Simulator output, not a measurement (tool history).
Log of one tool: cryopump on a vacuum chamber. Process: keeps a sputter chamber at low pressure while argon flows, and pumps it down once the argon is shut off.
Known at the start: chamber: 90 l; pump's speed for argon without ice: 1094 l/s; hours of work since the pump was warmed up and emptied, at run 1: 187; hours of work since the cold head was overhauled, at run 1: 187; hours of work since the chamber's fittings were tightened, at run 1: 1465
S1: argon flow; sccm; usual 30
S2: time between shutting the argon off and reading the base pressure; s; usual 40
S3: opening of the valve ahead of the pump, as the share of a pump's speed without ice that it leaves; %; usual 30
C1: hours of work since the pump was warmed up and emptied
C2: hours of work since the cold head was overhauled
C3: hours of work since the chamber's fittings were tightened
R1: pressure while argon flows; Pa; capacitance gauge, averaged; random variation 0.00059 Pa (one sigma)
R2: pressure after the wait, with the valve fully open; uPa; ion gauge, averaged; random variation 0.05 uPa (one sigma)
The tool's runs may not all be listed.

| run | day | S1 | S2 | S3 | C1 | C2 | C3 | R1 | R2 |
|---|---|---|---|---|---|---|---|---|---|
| 1 | 0 | 30 | 40 | 30 | 187 | 187 | 1465 | 0.1562 | 5.07 |
| 2 | 0.354 | 27 | 40 | 30 | 194 | 194 | 1471 | 0.1403 | 4.91 |
| 3 | 0.983 | 27 | 40 | 30 | 205 | 205 | 1483 | 0.1398 | 4.85 |
| 4 | 1.333 | 27 | 67 | 30 | 212 | 212 | 1490 | 0.1405 | 3.87 |
| 5 | 1.712 | 17 | 40 | 30 | 219 | 219 | 1497 | 0.0885 | 5.04 |
| 6 | 2.204 | 30 | 40 | 30 | 228 | 228 | 1506 | 0.1558 | 5.18 |
| 7 | 2.829 | 30 | 40 | 30 | 240 | 240 | 1518 | 0.1569 | 4.99 |
| 8 | 3.421 | 30 | 40 | 30 | 251 | 251 | 1529 | 0.1567 | 4.99 |
| 9 | 3.888 | 30 | 40 | 30 | 260 | 260 | 1538 | 0.1568 | 5.07 |
| 10 | 4.367 | 30 | 40 | 30 | 269 | 269 | 1547 | 0.1579 | 5.02 |
| 11 | 4.904 | 30 | 29 | 30 | 279 | 279 | 1557 | 0.1574 | 6.04 |
| 12 | 5.258 | 30 | 29 | 30 | 286 | 286 | 1563 | 0.156 | 5.99 |
| 13 | 5.871 | 30 | 40 | 30 | 297 | 297 | 1575 | 0.1565 | 5.15 |
| 14 | 6.308 | 30 | 40 | 30 | 305 | 305 | 1583 | 0.1582 | 5.05 |
| 15 | 6.879 | 30 | 40 | 30 | 316 | 316 | 1594 | 0.1573 | 5.17 |
| 16 | 7.35 | 30 | 40 | 30 | 325 | 325 | 1603 | 0.1572 | 5.28 |
| 17 | 7.712 | 30 | 40 | 30 | 332 | 332 | 1609 | 0.1576 | 5.09 |
| 18 | 8.112 | 30 | 40 | 31 | 339 | 339 | 1617 | 0.1527 | 5.24 |
| 19 | 8.688 | 30 | 40 | 31 | 350 | 350 | 1628 | 0.1545 | 5.11 |
| 20 | 9.275 | 30 | 40 | 31 | 361 | 361 | 1639 | 0.1532 | 5.19 |
| 21 | 9.925 | 34 | 80 | 31 | 373 | 373 | 1651 | 0.174 | 3.83 |
| 22 | 10.512 | 30 | 40 | 38 | 384 | 384 | 1662 | 0.1256 | 5.24 |
| 23 | 10.812 | 36 | 87 | 15 | 390 | 390 | 1668 | 0.3743 | 3.75 |
| 24 | 11.158 | 30 | 40 | 16 | 396 | 396 | 1674 | 0.2931 | 5.35 |
| 25 | 11.646 | 30 | 40 | 16 | 405 | 405 | 1683 | 0.2935 | 5.19 |
| 26 | 12.275 | 47 | 21 | 18 | 417 | 417 | 1695 | 0.409 | 8.03 |
| 27 | 12.962 | 40 | 21 | 18 | 430 | 430 | 1708 | 0.3499 | 7.68 |
| 28 | 13.5 | 30 | 80 | 44 | 440 | 440 | 1718 | 0.1099 | 3.92 |
| 29 | 14.017 | 22 | 40 | 30 | 450 | 450 | 1728 | 0.1167 | 5.46 |
| 30 | 14.558 | 22 | 40 | 30 | 460 | 460 | 1738 | 0.1169 | 5.51 |
| 31 | 14.912 | 37 | 40 | 30 | 467 | 467 | 1744 | 0.1966 | 5.47 |
|  | 15.162 | leaking fittings of the chamber tightened, without venting |
| 32 | 15.379 | 37 | 40 | 30 | 474 | 474 | 4 | 0.1963 | 3.14 |
| 33 | 15.908 | 37 | 40 | 20 | 484 | 484 | 14 | 0.291 | 3.19 |
| 34 | 16.492 | 14 | 40 | 20 | 495 | 495 | 25 | 0.1102 | 3.13 |
| 35 | 16.888 | 14 | 40 | 20 | 502 | 502 | 32 | 0.1107 | 3.14 |

How the hidden state differs across the entries between the runs, from the last listed run before each to the first after it:
Between runs 31 and 32: leaking fittings of the chamber tightened, without venting (day 15.162)
  pump's speed, % of a pump's without ice: 91.9 -> 91.8; cold plate's temperature, K: 12.48 -> 12.49; leak into the chamber, uPa l/s: 2609 -> 353
  measured less the result without the state, R1: +0.0057 -> +0.0057 Pa; R2: +2.37 -> +0.08 uPa
